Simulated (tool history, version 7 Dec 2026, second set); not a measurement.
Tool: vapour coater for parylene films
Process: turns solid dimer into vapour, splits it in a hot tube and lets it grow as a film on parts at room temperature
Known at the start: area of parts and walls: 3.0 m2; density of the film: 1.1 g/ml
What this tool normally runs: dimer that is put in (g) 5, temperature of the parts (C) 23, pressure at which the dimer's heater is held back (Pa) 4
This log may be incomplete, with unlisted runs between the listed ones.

| run | hour | dimer that is put in (g) | temperature of the parts (C) | pressure at which the dimer's heater is held back (Pa) | thickness of the film (um) |
|---|---|---|---|---|---|
| 1 | 0 | 5 | 23 | 4 | 0.631 |
| 2 | 26.2 | 5 | 23 | 4 | 0.628 |
| 3 | 42.3 | 5 | 23 | 4 | 0.612 |
|  | 61 | trap's valve overhauled |
| 4 | 69.1 | 5 | 23 | 4 | 0.72 |
| 5 | 88 | 5 | 17 | 4 | 0.936 |
| 6 | 118.9 | 5 | 17 | 3.05 | 0.947 |
| 7 | 139.8 | 5 | 17 | 3.05 | 0.937 |
| 8 | 161.2 | 5 | 24 | 11.54 | 0.635 |
| 9 | 189.1 | 5 | 24 | 11.54 | 0.637 |
| 10 | 202.8 | 6 | 24 | 6.54 | 0.792 |

For some of the steps in thickness of the film (um) from one run to the next: how much would appear even if the tool had no hidden state, given the settings, what came in and random variation, and how much remains for the hidden state plus any gauge scatter that the measured result and the result without hidden state don't share?
Hidden state at play: vapour lost through the trap's worn valve, %; true temperature of the parts over the reading, C; drift of the gauge itself on film_um, %.
Run 3 -> 4: trap's valve overhauled. thickness of the film (um) +0.108: hidden state +0.107, all else +0.001.
Run 7 -> 8: temperature of the parts (C) 17 -> 24, pressure at which the dimer's heater is held back (Pa) 3.05 -> 11.54. thickness of the film (um) -0.302: hidden state +0.006, all else -0.308.
